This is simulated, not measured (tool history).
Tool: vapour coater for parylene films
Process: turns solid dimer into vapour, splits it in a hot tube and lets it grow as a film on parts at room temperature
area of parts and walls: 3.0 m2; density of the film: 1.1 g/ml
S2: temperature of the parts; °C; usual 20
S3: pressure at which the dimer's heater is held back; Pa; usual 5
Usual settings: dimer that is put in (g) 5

Run 1, hour 0: usual settings. Result: thickness of the film (um) 1.15.
Run 2, hour 14.9: usual settings. Result: thickness of the film (um) 1.162.
Run 3, hour 21.7: usual settings. Result: thickness of the film (um) 1.161.
Run 4, hour 32: usual settings. Result: thickness of the film (um) 1.177.
Run 5, hour 40.1: usual settings. Result: thickness of the film (um) 1.169.
Run 6, hour 51: usual settings but S2 31 °C. Result: thickness of the film (um) 0.881.
Run 7, hour 59.7: usual settings but S2 31 °C. Result: thickness of the film (um) 0.888.
Run 8, hour 70.6: usual settings but S2 31 °C. Result: thickness of the film (um) 0.89.
Run 9, hour 84.3: usual settings but S2 31 °C, S3 11.8 Pa. Result: thickness of the film (um) 0.81.
Run 10, hour 95.3: usual settings. Result: thickness of the film (um) 1.164.
Run 11, hour 107.9: usual settings. Result: thickness of the film (um) 1.166.
Run 12, hour 120.1: usual settings but dimer that is put in (g) 8, S2 13 °C. Result: thickness of the film (um) 2.245.
Run 13, hour 131.1: usual settings but dimer that is put in (g) 8, S2 13 °C. Result: thickness of the film (um) 2.25.
Run 14, hour 140.5: usual settings but dimer that is put in (g) 8, S2 13 °C. Result: thickness of the film (um) 2.24.
Run 15, hour 152.5: usual settings but S2 14 °C, S3 7.74 Pa. Result: thickness of the film (um) 1.307.
Run 16, hour 163.7: usual settings but dimer that is put in (g) 3, S2 14 °C, S3 5.2 Pa. Result: thickness of the film (um) 0.81.
Run 17, hour 177.4: usual settings but dimer that is put in (g) 3, S2 16 °C, S3 5.2 Pa. Result: thickness of the film (um) 0.782.
Run 18, hour 192.8: usual settings but dimer that is put in (g) 3, S2 16 °C, S3 5.2 Pa. Result: thickness of the film (um) 0.78.
Run 19, hour 200: usual settings but dimer that is put in (g) 6, S2 31 °C, S3 3.29 Pa. Result: thickness of the film (um) 1.122.
Run 20, hour 215.5: usual settings but dimer that is put in (g) 6, S2 13 °C, S3 7.02 Pa. Result: thickness of the film (um) 1.634.
Run 21, hour 230.5: usual settings but dimer that is put in (g) 6, S2 13 °C, S3 7.02 Pa. Result: thickness of the film (um) 1.628.
Run 22, hour 239.2: usual settings but S2 19 °C, S3 3.68 Pa. Result: thickness of the film (um) 1.253.

Forecast each of these 3 alternatives for the next run:
Run A, hour 251.8: usual settings but dimer that is put in (g) 8, S3 4.01 Pa. Result: thickness of the film (um) ?.
Run B, hour 251.8: usual settings but dimer that is put in (g) 2, S2 14 °C, S3 6.59 Pa. Result: thickness of the film (um) ?.
Run C, hour 251.8: usual settings but S2 19 °C, S3 2.56 Pa. Result: thickness of the film (um) ?.

run  thickness of the film (um)
  A                       1.937
  B                       0.528
  C                       1.303
Without the tool's hidden state the same runs would have given:
run  thickness of the film (um)
  A                       1.904
  B                       0.519
  C                        1.28
